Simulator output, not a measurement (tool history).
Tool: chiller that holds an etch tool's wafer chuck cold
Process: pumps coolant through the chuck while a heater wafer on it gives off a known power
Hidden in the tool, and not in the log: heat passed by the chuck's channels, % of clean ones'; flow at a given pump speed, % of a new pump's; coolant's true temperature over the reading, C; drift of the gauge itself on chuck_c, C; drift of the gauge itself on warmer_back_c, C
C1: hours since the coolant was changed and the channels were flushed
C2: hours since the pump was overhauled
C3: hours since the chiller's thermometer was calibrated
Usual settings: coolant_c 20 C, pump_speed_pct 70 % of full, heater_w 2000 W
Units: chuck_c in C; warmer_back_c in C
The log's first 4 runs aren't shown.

Run 5, hour 826.7: usual settings; C1 1763; C2 2372; C3 1763. Result: chuck_c 40.9 C, warmer_back_c 6.82 C.
Run 6, hour 942.6: usual settings but heater_w 1942 W; C1 1879; C2 2487; C3 1879. Result: chuck_c 40.3 C, warmer_back_c 6.60 C.
Run 7, hour 1124.7: usual settings but heater_w 1942 W; C1 2061; C2 2670; C3 2061. Result: chuck_c 40.5 C, warmer_back_c 6.68 C.
Run 8, hour 1272.4: usual settings but heater_w 1942 W; C1 2209; C2 2817; C3 2209. Result: chuck_c 40.6 C, warmer_back_c 6.69 C.
Run 9, hour 1371.8: usual settings but heater_w 1942 W; C1 2308; C2 2917; C3 2308. Result: chuck_c 40.7 C, warmer_back_c 6.70 C.
Run 10, hour 1476.6: usual settings but heater_w 1942 W; C1 2413; C2 3021; C3 2413. Result: chuck_c 40.9 C, warmer_back_c 6.68 C.
Run 11, hour 1658.3: usual settings but heater_w 1942 W; C1 2595; C2 3203; C3 2595. Result: chuck_c 41.1 C, warmer_back_c 6.78 C.
Run 12, hour 1749.3: usual settings but coolant_c 10 C; C1 2686; C2 3294; C3 2686. Result: chuck_c 31.6 C, warmer_back_c 6.94 C.
Run 13, hour 1912.8: usual settings but coolant_c 10 C; C1 2849; C2 3458; C3 2849. Result: chuck_c 32.0 C, warmer_back_c 6.96 C.
At hour 1979.4: chiller's thermometer calibrated.
Run 14, hour 2121.9: usual settings but coolant_c 10 C; C1 3057; C2 3666; C3 143. Result: chuck_c 31.9 C, warmer_back_c 7.03 C.
Run 15, hour 2280.5: usual settings but coolant_c 10 C; C1 3216; C2 3824; C3 301. Result: chuck_c 31.9 C, warmer_back_c 7.11 C.
Run 16, hour 2502.2: usual settings but coolant_c 10 C; C1 3438; C2 4046; C3 523. Result: chuck_c 32.2 C, warmer_back_c 7.12 C.
Run 17, hour 2626.4: usual settings but coolant_c 10 C; C1 3562; C2 4170; C3 647. Result: chuck_c 32.5 C, warmer_back_c 7.17 C.
Run 18, hour 2741.8: usual settings but pump_speed_pct 96 % of full, heater_w 1292 W; C1 3677; C2 4286; C3 762. Result: chuck_c 31.2 C, warmer_back_c 3.35 C.
Run 19, hour 2884.7: usual settings but coolant_c 21 C, heater_w 2558 W; C1 3820; C2 4429; C3 905. Result: chuck_c 50.0 C, warmer_back_c 9.16 C.
Run 20, hour 3059.1: usual settings but coolant_c 13 C, pump_speed_pct 90 % of full, heater_w 1024 W; C1 3995; C2 4603; C3 1080. Result: chuck_c 22.6 C, warmer_back_c 2.86 C.

Forecast run 21:
Run 21, hour 3202.4: usual settings but coolant_c 10 C, pump_speed_pct 63 % of full, heater_w 1520 W; C1 4138; C2 4746; C3 1223. Result: chuck_c ?, warmer_back_c ?.

{"run 21": {"chuck_c": 29.2, "warmer_back_c": 6.1}}
Without the tool's hidden state the same run would have given chuck_c 25.7 C, warmer_back_c 5.48 C.
